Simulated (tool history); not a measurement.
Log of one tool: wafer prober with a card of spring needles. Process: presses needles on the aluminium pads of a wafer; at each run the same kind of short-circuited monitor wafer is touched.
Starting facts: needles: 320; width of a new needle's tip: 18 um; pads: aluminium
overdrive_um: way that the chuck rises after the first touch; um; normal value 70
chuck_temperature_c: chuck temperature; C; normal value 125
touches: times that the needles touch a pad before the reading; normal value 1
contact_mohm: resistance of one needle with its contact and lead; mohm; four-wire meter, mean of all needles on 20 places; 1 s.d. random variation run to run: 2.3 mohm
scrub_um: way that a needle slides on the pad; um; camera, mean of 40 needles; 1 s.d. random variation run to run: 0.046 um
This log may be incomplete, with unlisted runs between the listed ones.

run,hour,overdrive_um,chuck_temperature_c,touches,contact_mohm,scrub_um
1,0,70,125,1,261,15.23
2,13,70,125,1,266,15.15
3,23.4,70,125,1,270,15.08
4,37,70,125,1,267,15.22
5,43.4,70,114,1,260,15.14
6,54.2,70,114,1,270,15.16
7,67,70,114,1,260,15.14
8,73.3,70,125,1,260,15.2
9,79.7,70,125,1,262,15.19
10,87.2,61,125,2,270,13.2
11,101.1,67,125,2,269,14.54
12,111,85,91,1,253,18.43
13,120.7,85,46,1,242,18.39
14,129.3,85,46,1,239,18.4
15,137.2,61,46,2,245,13.17
16,143.4,70,30,1,242,15.16

The log once held 10 entries between its listed runs, left out of this copy. Where does each go, and what is different about the tool's unlogged condition between the listed run before it and the listed run after it?
Runs 1 to 2: tips cleaned on abrasive film (hour 6.4)
  nothing in the hidden state changes from one run to the other
Runs 2 to 3: tips cleaned on abrasive film (hour 20.5)
  debris on the tips, nm: 0.3 -> 0.2
Runs 3 to 4: tips cleaned on abrasive film (hour 35.4)
  debris on the tips, nm: 0.2 -> 0.1
Runs 5 to 6: tips cleaned on abrasive film (hour 49.9)
  debris on the tips, nm: 0.3 -> 0.2
Runs 6 to 7: tips cleaned on abrasive film (hour 63.9)
  nothing in the hidden state changes from one run to the other
Runs 8 to 9: tips cleaned on abrasive film (hour 78.6)
  debris on the tips, nm: 0.4 -> 0.1
Runs 10 to 11: tips cleaned on abrasive film (hour 92.6)
  nothing in the hidden state changes from one run to the other
Runs 11 to 12: tips cleaned on abrasive film (hour 106.6)
  debris on the tips, nm: 0.3 -> 0.2
Runs 12 to 13: tips cleaned on abrasive film (hour 120.7)
  debris on the tips, nm: 0.2 -> 0
Runs 14 to 15: tips cleaned on abrasive film (hour 134.8)
  debris on the tips, nm: 0.3 -> 0.1

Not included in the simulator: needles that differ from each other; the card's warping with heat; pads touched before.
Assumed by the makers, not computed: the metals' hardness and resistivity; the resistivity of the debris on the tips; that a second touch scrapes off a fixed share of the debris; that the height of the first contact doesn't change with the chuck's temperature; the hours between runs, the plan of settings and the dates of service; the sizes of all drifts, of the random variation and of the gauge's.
